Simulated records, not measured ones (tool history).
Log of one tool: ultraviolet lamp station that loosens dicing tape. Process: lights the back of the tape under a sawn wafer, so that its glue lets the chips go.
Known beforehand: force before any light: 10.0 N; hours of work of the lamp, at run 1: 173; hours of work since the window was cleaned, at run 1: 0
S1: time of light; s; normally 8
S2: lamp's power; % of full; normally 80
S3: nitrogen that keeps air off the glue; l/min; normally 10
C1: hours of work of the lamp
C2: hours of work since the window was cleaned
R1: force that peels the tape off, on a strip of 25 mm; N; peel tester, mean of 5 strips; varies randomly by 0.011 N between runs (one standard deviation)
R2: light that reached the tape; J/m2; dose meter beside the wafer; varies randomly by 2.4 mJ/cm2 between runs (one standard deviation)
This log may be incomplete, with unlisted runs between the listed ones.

run   hour  S1  S2  S3   C1  C2     R1    R2
  1      0   8  80  10  173   0  0.556  2340
  2    8.4   8  80  10  179   6  0.566  2290
  3   19.4   8  80  10  188  15   0.59  2340
  4   27.5   8  80  10  194  21   0.59  2370
  5   41.1   8  80  10  204  31  0.599  2340
  6   53.8   8  87  10  214  41  0.495  2500
      55.2  -- window cleaned of glue's vapour
  7   68.5   8  88  10  225  10  0.497  2490
  8   83.5   8  80  10  236  22  0.634  2250
      86.7  -- window cleaned of glue's vapour, once more
  9   96.8   8  80  10  246   8  0.594  2290
 10  111.6   8  80  10  257  19  0.598  2290
 11  119.9   8  80  10  264  25  0.625  2270
 12  133.8   7  71   5  274  36  1.621  1740
 13    146   7  71   5  284  45  1.617  1750
 14  153.2   8  70   4  289  51   1.42  1970
 15  160.3   8  70   4  295  56  1.436  1960
 16  174.5   4  69   6  306  67  3.287   980
 17  188.5  15  80   7  316  78  0.227  4090
 18  200.1  14  73  17  325  87  0.212  3490

Pick out some run-to-run changes in R1. Of each, how much would a tool without hidden state show as well, from the settings, what came in and chance, and how much is left for the hidden state and any gauge scatter not in both results compared?
The hidden state here: lamp's light, % of a new lamp's; light that the window lets through, % of a clean one's; drift of the gauge itself on peel_n, %; drift of the gauge itself on dose_mj_cm2, %.
Run 16 -> 17: S1 4 -> 15, S2 69 -> 80, S3 6 -> 7. R1 -3.06 N: hidden state -0.41, all else -2.65.

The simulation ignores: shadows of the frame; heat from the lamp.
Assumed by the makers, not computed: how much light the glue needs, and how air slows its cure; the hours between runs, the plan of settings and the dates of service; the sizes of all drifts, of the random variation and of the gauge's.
